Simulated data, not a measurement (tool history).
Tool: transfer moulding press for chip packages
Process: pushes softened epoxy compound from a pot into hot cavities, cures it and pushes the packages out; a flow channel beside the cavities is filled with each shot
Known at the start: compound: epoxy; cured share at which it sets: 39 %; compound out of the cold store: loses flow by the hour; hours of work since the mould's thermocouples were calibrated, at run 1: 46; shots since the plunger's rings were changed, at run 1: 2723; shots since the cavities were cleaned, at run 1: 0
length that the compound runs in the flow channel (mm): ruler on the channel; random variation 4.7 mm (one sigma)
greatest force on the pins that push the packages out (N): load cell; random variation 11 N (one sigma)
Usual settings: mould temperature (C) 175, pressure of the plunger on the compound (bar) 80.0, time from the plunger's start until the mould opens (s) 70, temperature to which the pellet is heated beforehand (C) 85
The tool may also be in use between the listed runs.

run,day,mould temperature (C),pressure of the plunger on the compound (bar),time from the plunger's start until the mould opens (s),temperature to which the pellet is heated beforehand (C),hours of work since the mould's thermocouples were calibrated,shots since the plunger's rings were changed,shots since the cavities were cleaned,incoming compound's hours out of the cold store,length that the compound runs in the flow channel (mm),greatest force on the pins that push the packages out (N)
1,0.000,175,80.0,70,85,46,2723,0,21.8,945,585
2,2.396,175,80.0,70,85,88,3624,901,33.9,875,1090
# day 3.262: cavities cleaned with cleaning compound and waxed
3,4.296,183,80.0,70,85,120,4315,389,24.2,878,624
# day 6.433: cavities cleaned with cleaning compound and waxed
4,6.433,183,80.0,70,85,156,5094,0,33.1,835,403
5,7.850,175,80.0,70,85,181,5627,533,43.8,818,956
# day 9.067: plunger's sealing rings changed
6,9.625,175,80.0,70,85,211,211,1161,8.7,1040,1227
# day 9.904: cavities cleaned with cleaning compound and waxed
7,11.888,175,80.0,70,85,249,1036,745,43.5,886,1071
# day 12.162: mould's thermocouples calibrated
# day 13.229: cavities cleaned with cleaning compound and waxed
8,14.208,175,80.0,70,85,35,1854,367,25.1,952,999
9,15.579,175,80.0,70,85,59,2369,882,33.8,902,1132
# day 16.542: cavities cleaned with cleaning compound and waxed
10,17.612,175,80.0,97,85,93,3110,402,32.4,902,650
11,18.946,175,80.0,72,85,117,3611,903,27.8,904,1104
# day 19.708: cavities cleaned with cleaning compound and waxed
12,21.296,175,80.0,70,85,157,4470,595,30.1,895,1137
# day 22.892: cavities cleaned with cleaning compound and waxed
13,22.892,175,80.0,70,85,184,5047,0,22.8,919,670
14,25.225,175,80.0,70,85,225,5925,878,15.3,935,1277
# day 25.729: plunger's sealing rings changed
# day 25.917: mould's thermocouples calibrated, once more
# day 26.258: cavities cleaned with cleaning compound and waxed
15,26.462,175,81.4,70,79,9,220,76,47.8,879,584
16,27.938,175,81.4,70,79,34,774,630,21.0,986,1057
17,29.258,175,85.3,70,79,58,1271,1127,43.3,912,1028
# day 29.496: cavities cleaned with cleaning compound and waxed
18,31.133,175,80.0,70,84,89,1952,615,33.1,900,956
# day 32.662: cavities cleaned with cleaning compound and waxed
19,32.883,177,80.0,70,83,119,2586,83,17.5,944,589
20,33.862,177,60.0,95,77,136,2953,450,19.4,816,635
21,35.167,181,92.3,61,81,159,3444,941,39.3,895,928
# day 35.842: cavities cleaned with cleaning compound and waxed
22,36.679,173,80.0,61,85,185,3989,315,11.1,980,1513
23,38.646,173,80.0,61,85,219,4728,1054,41.1,858,1696
# day 39.058: cavities cleaned with cleaning compound and waxed
24,39.946,173,80.0,61,85,241,5192,332,23.5,910,1439
25,41.067,173,80.0,61,85,260,5614,754,17.4,923,1814

Forecast run 26:
26,42.058,169,67.6,90,88,278,5987,1127,33.7,?,?

Run 26 gave length that the compound runs in the flow channel (mm) 802, greatest force on the pins that push the packages out (N) 1019.
Without the tool's hidden state the same run would have given length that the compound runs in the flow channel (mm) 879, greatest force on the pins that push the packages out (N) 498.
